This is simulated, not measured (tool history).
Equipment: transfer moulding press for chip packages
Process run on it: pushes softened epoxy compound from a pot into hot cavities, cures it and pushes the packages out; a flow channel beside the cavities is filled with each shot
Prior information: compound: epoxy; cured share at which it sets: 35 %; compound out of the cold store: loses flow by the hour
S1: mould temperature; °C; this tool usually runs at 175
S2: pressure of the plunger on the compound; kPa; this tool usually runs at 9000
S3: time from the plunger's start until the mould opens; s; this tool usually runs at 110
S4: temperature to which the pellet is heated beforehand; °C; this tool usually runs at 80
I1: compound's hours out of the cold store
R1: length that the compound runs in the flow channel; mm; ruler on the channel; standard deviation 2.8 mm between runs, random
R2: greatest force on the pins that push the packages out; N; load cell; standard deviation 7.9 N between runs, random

run 1 hour=0 | S1=175 S2=9000 S3=110 S4=80 | I1=39.8 | R1=610 R2=339
run 2 hour=23 | S1=175 S2=9000 S3=110 S4=80 | I1=26.7 | R1=646 R2=355
-- hour=36.2 cavities cleaned with cleaning compound and waxed
run 3 hour=43.3 | S1=175 S2=9000 S3=110 S4=80 | I1=29.3 | R1=643 R2=359
run 4 hour=75.7 | S1=175 S2=9000 S3=110 S4=80 | I1=12.5 | R1=674 R2=363
-- hour=83.9 cavities cleaned with cleaning compound and waxed
run 5 hour=109.4 | S1=175 S2=9000 S3=110 S4=80 | I1=36.3 | R1=625 R2=347
-- hour=130.2 cavities cleaned with cleaning compound and waxed
run 6 hour=150.9 | S1=175 S2=9000 S3=110 S4=80 | I1=31.5 | R1=636 R2=359
-- hour=172.6 plunger's sealing rings changed
run 7 hour=172.6 | S1=175 S2=9000 S3=110 S4=80 | I1=28.5 | R1=644 R2=355
-- hour=180.2 cavities cleaned with cleaning compound and waxed
run 8 hour=210.3 | S1=175 S2=9000 S3=110 S4=80 | I1=34.6 | R1=632 R2=345
-- hour=226.4 cavities cleaned with cleaning compound and waxed
run 9 hour=245.4 | S1=175 S2=9000 S3=140 S4=80 | I1=39.6 | R1=622 R2=284
run 10 hour=266.6 | S1=175 S2=9000 S3=110 S4=80 | I1=43.8 | R1=606 R2=333
-- hour=273.5 cavities cleaned with cleaning compound and waxed
run 11 hour=286.8 | S1=175 S2=9000 S3=110 S4=80 | I1=12 | R1=672 R2=353

Predict the results of run 12:
run 12 hour=316.7 | S1=175 S2=9000 S3=94 S4=76 | I1=30.5 | R1=? R2=?

{"run 12": {"R1": 632, "R2": 486}}
With the hidden condition absent and the run-to-run variation left alone, this run would have shown R1 632 mm, R2 478 N.
